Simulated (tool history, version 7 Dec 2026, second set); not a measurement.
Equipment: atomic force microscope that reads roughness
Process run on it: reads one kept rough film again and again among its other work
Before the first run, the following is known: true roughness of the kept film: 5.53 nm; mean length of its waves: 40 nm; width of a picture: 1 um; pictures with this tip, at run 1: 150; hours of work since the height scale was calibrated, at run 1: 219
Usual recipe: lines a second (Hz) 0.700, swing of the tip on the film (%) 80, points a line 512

run,hour,lines a second (Hz),swing of the tip on the film (%),points a line,pictures with this tip,hours of work since the height scale was calibrated,roughness of the kept film (nm (root mean square))
1,0.0,0.700,80,512,150,219,5.059
2,52.2,0.700,80,512,228,258,5.039
3,106.4,2.700,80,512,310,299,4.677
4,152.6,2.700,57,512,380,334,5.028
# hour 166.0: new tip fitted
5,210.6,2.700,57,512,67,377,5.026
6,256.4,0.700,80,512,136,411,5.001
7,291.1,0.589,57,512,188,437,5.130
8,343.9,1.527,80,908,268,477,4.907
9,389.2,1.638,80,512,336,511,4.881
# hour 429.2: new tip fitted
10,446.1,0.841,80,372,25,554,5.012
11,475.3,1.167,80,285,69,576,4.956

Alternative continuations, all from the tool just after run 11; predict every row:
A,502.2,1.474,80,521,110,596,?
B,502.2,2.739,80,512,110,596,?
C,502.2,2.118,60,285,110,596,?

run,roughness of the kept film (nm (root mean square))
A,4.902
B,4.737
C,5.003
What these runs would have given with no unlogged condition in the tool:
run,roughness of the kept film (nm (root mean square))
A,4.904
B,4.739
C,5.005

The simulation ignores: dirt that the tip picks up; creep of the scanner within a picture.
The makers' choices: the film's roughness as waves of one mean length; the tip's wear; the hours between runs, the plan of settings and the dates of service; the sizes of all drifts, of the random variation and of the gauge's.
